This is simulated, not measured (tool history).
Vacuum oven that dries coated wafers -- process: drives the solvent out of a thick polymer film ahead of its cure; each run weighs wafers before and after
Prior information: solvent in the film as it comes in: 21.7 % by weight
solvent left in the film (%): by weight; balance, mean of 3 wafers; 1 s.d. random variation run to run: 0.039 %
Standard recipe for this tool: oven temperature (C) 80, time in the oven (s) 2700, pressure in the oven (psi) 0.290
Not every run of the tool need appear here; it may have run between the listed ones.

{"run": 1, "day": 0.0, "oven temperature (C)": 80, "time in the oven (s)": 2700, "pressure in the oven (psi)": 0.29, "solvent left in the film (%)": 2.67}
{"run": 2, "day": 1.546, "oven temperature (C)": 80, "time in the oven (s)": 2700, "pressure in the oven (psi)": 0.29, "solvent left in the film (%)": 2.73}
{"day": 2.642, "done": "oven's thermocouples calibrated"}
{"run": 3, "day": 3.221, "oven temperature (C)": 80, "time in the oven (s)": 2700, "pressure in the oven (psi)": 0.29, "solvent left in the film (%)": 3.33}
{"run": 4, "day": 5.179, "oven temperature (C)": 80, "time in the oven (s)": 2700, "pressure in the oven (psi)": 0.29, "solvent left in the film (%)": 3.32}
{"run": 5, "day": 7.946, "oven temperature (C)": 80, "time in the oven (s)": 3900, "pressure in the oven (psi)": 0.29, "solvent left in the film (%)": 2.1}
{"run": 6, "day": 10.683, "oven temperature (C)": 80, "time in the oven (s)": 3900, "pressure in the oven (psi)": 0.29, "solvent left in the film (%)": 2.11}
{"run": 7, "day": 13.167, "oven temperature (C)": 80, "time in the oven (s)": 3900, "pressure in the oven (psi)": 0.29, "solvent left in the film (%)": 2.07}
{"run": 8, "day": 14.617, "oven temperature (C)": 80, "time in the oven (s)": 3900, "pressure in the oven (psi)": 0.29, "solvent left in the film (%)": 2.04}
{"run": 9, "day": 17.258, "oven temperature (C)": 80, "time in the oven (s)": 3900, "pressure in the oven (psi)": 0.29, "solvent left in the film (%)": 2.1}
{"run": 10, "day": 19.692, "oven temperature (C)": 80, "time in the oven (s)": 2700, "pressure in the oven (psi)": 0.97, "solvent left in the film (%)": 6.07}
{"run": 11, "day": 21.238, "oven temperature (C)": 80, "time in the oven (s)": 2700, "pressure in the oven (psi)": 0.29, "solvent left in the film (%)": 3.32}
{"run": 12, "day": 24.158, "oven temperature (C)": 80, "time in the oven (s)": 2700, "pressure in the oven (psi)": 0.29, "solvent left in the film (%)": 3.32}
{"run": 13, "day": 27.254, "oven temperature (C)": 67, "time in the oven (s)": 2700, "pressure in the oven (psi)": 0.29, "solvent left in the film (%)": 6.96}
{"run": 14, "day": 29.192, "oven temperature (C)": 80, "time in the oven (s)": 2700, "pressure in the oven (psi)": 0.29, "solvent left in the film (%)": 3.2}
{"run": 15, "day": 31.438, "oven temperature (C)": 80, "time in the oven (s)": 1680, "pressure in the oven (psi)": 0.29, "solvent left in the film (%)": 5.69}
{"run": 16, "day": 34.754, "oven temperature (C)": 80, "time in the oven (s)": 1680, "pressure in the oven (psi)": 0.29, "solvent left in the film (%)": 5.68}
{"run": 17, "day": 37.0, "oven temperature (C)": 80, "time in the oven (s)": 1680, "pressure in the oven (psi)": 0.29, "solvent left in the film (%)": 5.58}
{"run": 18, "day": 39.658, "oven temperature (C)": 80, "time in the oven (s)": 2700, "pressure in the oven (psi)": 0.29, "solvent left in the film (%)": 3.19}
{"run": 19, "day": 42.088, "oven temperature (C)": 92, "time in the oven (s)": 2700, "pressure in the oven (psi)": 0.29, "solvent left in the film (%)": 1.33}
{"run": 20, "day": 44.842, "oven temperature (C)": 80, "time in the oven (s)": 2700, "pressure in the oven (psi)": 0.29, "solvent left in the film (%)": 3.13}
{"run": 21, "day": 47.775, "oven temperature (C)": 80, "time in the oven (s)": 2700, "pressure in the oven (psi)": 0.29, "solvent left in the film (%)": 3.15}
{"run": 22, "day": 49.667, "oven temperature (C)": 80, "time in the oven (s)": 2700, "pressure in the oven (psi)": 0.29, "solvent left in the film (%)": 3.15}
{"run": 23, "day": 52.479, "oven temperature (C)": 80, "time in the oven (s)": 2700, "pressure in the oven (psi)": 0.29, "solvent left in the film (%)": 3.22}
{"run": 24, "day": 54.008, "oven temperature (C)": 74, "time in the oven (s)": 2700, "pressure in the oven (psi)": 0.29, "solvent left in the film (%)": 4.75}
{"run": 25, "day": 55.662, "oven temperature (C)": 70, "time in the oven (s)": 1380, "pressure in the oven (psi)": 0.637, "solvent left in the film (%)": 11.15}
{"run": 26, "day": 57.896, "oven temperature (C)": 70, "time in the oven (s)": 1380, "pressure in the oven (psi)": 0.637, "solvent left in the film (%)": 11.05}
{"run": 27, "day": 60.471, "oven temperature (C)": 86, "time in the oven (s)": 3000, "pressure in the oven (psi)": 0.75, "solvent left in the film (%)": 3.25}
{"run": 28, "day": 62.2, "oven temperature (C)": 84, "time in the oven (s)": 4380, "pressure in the oven (psi)": 0.306, "solvent left in the film (%)": 1.42}
{"run": 29, "day": 64.525, "oven temperature (C)": 86, "time in the oven (s)": 2340, "pressure in the oven (psi)": 0.75, "solvent left in the film (%)": 3.9}
{"run": 30, "day": 67.375, "oven temperature (C)": 73, "time in the oven (s)": 2340, "pressure in the oven (psi)": 0.75, "solvent left in the film (%)": 7.69}
{"day": 67.604, "done": "vacuum gauge cleaned of residue and calibrated"}
{"run": 31, "day": 69.112, "oven temperature (C)": 83, "time in the oven (s)": 2820, "pressure in the oven (psi)": 0.577, "solvent left in the film (%)": 3.46}
{"run": 32, "day": 72.292, "oven temperature (C)": 83, "time in the oven (s)": 2820, "pressure in the oven (psi)": 0.577, "solvent left in the film (%)": 3.39}
{"run": 33, "day": 74.017, "oven temperature (C)": 83, "time in the oven (s)": 2820, "pressure in the oven (psi)": 0.577, "solvent left in the film (%)": 3.38}
{"run": 34, "day": 76.158, "oven temperature (C)": 69, "time in the oven (s)": 1440, "pressure in the oven (psi)": 0.306, "solvent left in the film (%)": 9.96}
{"day": 77.75, "done": "vacuum gauge cleaned of residue and calibrated, once more"}
{"run": 35, "day": 78.9, "oven temperature (C)": 69, "time in the oven (s)": 1440, "pressure in the oven (psi)": 0.306, "solvent left in the film (%)": 9.57}
{"run": 36, "day": 82.017, "oven temperature (C)": 69, "time in the oven (s)": 1440, "pressure in the oven (psi)": 0.226, "solvent left in the film (%)": 9.31}
{"run": 37, "day": 85.233, "oven temperature (C)": 69, "time in the oven (s)": 1440, "pressure in the oven (psi)": 0.226, "solvent left in the film (%)": 9.35}
{"run": 38, "day": 87.379, "oven temperature (C)": 69, "time in the oven (s)": 1440, "pressure in the oven (psi)": 0.226, "solvent left in the film (%)": 9.39}
{"run": 39, "day": 89.558, "oven temperature (C)": 69, "time in the oven (s)": 1440, "pressure in the oven (psi)": 0.226, "solvent left in the film (%)": 9.36}
{"run": 40, "day": 92.212, "oven temperature (C)": 69, "time in the oven (s)": 1440, "pressure in the oven (psi)": 0.226, "solvent left in the film (%)": 9.26}
{"run": 41, "day": 94.008, "oven temperature (C)": 80, "time in the oven (s)": 3480, "pressure in the oven (psi)": 0.754, "solvent left in the film (%)": 3.9}
{"run": 42, "day": 95.862, "oven temperature (C)": 80, "time in the oven (s)": 3480, "pressure in the oven (psi)": 0.754, "solvent left in the film (%)": 3.91}
{"run": 43, "day": 99.25, "oven temperature (C)": 80, "time in the oven (s)": 3480, "pressure in the oven (psi)": 0.754, "solvent left in the film (%)": 3.92}
{"run": 44, "day": 102.554, "oven temperature (C)": 80, "time in the oven (s)": 2700, "pressure in the oven (psi)": 1.04, "solvent left in the film (%)": 5.7}
{"run": 45, "day": 104.058, "oven temperature (C)": 80, "time in the oven (s)": 4500, "pressure in the oven (psi)": 0.154, "solvent left in the film (%)": 1.06}
{"run": 46, "day": 107.012, "oven temperature (C)": 91, "time in the oven (s)": 3120, "pressure in the oven (psi)": 0.319, "solvent left in the film (%)": 1.2}

Measured less the same run without the tool's hidden state. The same run-to-run variation is in both; the gauge's scatter may not be:
The tool's hidden condition here consists of: true wafer temperature over the reading, C; true pressure over the reading, kPa; drift of the gauge itself on solvent_pct, %.
run=1 solvent_left_in_the_film_(%)=-0.58
run=2 solvent_left_in_the_film_(%)=-0.58
run=3 solvent_left_in_the_film_(%)=+0.03
run=4 solvent_left_in_the_film_(%)=+0.04
run=5 solvent_left_in_the_film_(%)=+0.03
run=6 solvent_left_in_the_film_(%)=+0.02
run=7 solvent_left_in_the_film_(%)=+0.01
run=8 solvent_left_in_the_film_(%)=+0.01
run=9 solvent_left_in_the_film_(%)=+0.01
run=10 solvent_left_in_the_film_(%)=-0.03
run=11 solvent_left_in_the_film_(%)=-0.03
run=12 solvent_left_in_the_film_(%)=-0.03
run=13 solvent_left_in_the_film_(%)=-0.07
run=14 solvent_left_in_the_film_(%)=-0.04
run=15 solvent_left_in_the_film_(%)=-0.10
run=16 solvent_left_in_the_film_(%)=-0.12
run=17 solvent_left_in_the_film_(%)=-0.13
run=18 solvent_left_in_the_film_(%)=-0.08
run=19 solvent_left_in_the_film_(%)=-0.03
run=20 solvent_left_in_the_film_(%)=-0.10
run=21 solvent_left_in_the_film_(%)=-0.11
run=22 solvent_left_in_the_film_(%)=-0.12
run=23 solvent_left_in_the_film_(%)=-0.13
run=24 solvent_left_in_the_film_(%)=-0.18
run=25 solvent_left_in_the_film_(%)=-0.24
run=26 solvent_left_in_the_film_(%)=-0.25
run=27 solvent_left_in_the_film_(%)=-0.13
run=28 solvent_left_in_the_film_(%)=-0.02
run=29 solvent_left_in_the_film_(%)=-0.19
run=30 solvent_left_in_the_film_(%)=-0.33
run=31 solvent_left_in_the_film_(%)=-0.14
run=32 solvent_left_in_the_film_(%)=-0.14
run=33 solvent_left_in_the_film_(%)=-0.14
run=34 solvent_left_in_the_film_(%)=-0.26
run=35 solvent_left_in_the_film_(%)=-0.42
run=36 solvent_left_in_the_film_(%)=-0.43
run=37 solvent_left_in_the_film_(%)=-0.44
run=38 solvent_left_in_the_film_(%)=-0.45
run=39 solvent_left_in_the_film_(%)=-0.46
run=40 solvent_left_in_the_film_(%)=-0.47
run=41 solvent_left_in_the_film_(%)=-0.37
run=42 solvent_left_in_the_film_(%)=-0.37
run=43 solvent_left_in_the_film_(%)=-0.38
run=44 solvent_left_in_the_film_(%)=-0.54
run=45 solvent_left_in_the_film_(%)=-0.14
run=46 solvent_left_in_the_film_(%)=-0.14

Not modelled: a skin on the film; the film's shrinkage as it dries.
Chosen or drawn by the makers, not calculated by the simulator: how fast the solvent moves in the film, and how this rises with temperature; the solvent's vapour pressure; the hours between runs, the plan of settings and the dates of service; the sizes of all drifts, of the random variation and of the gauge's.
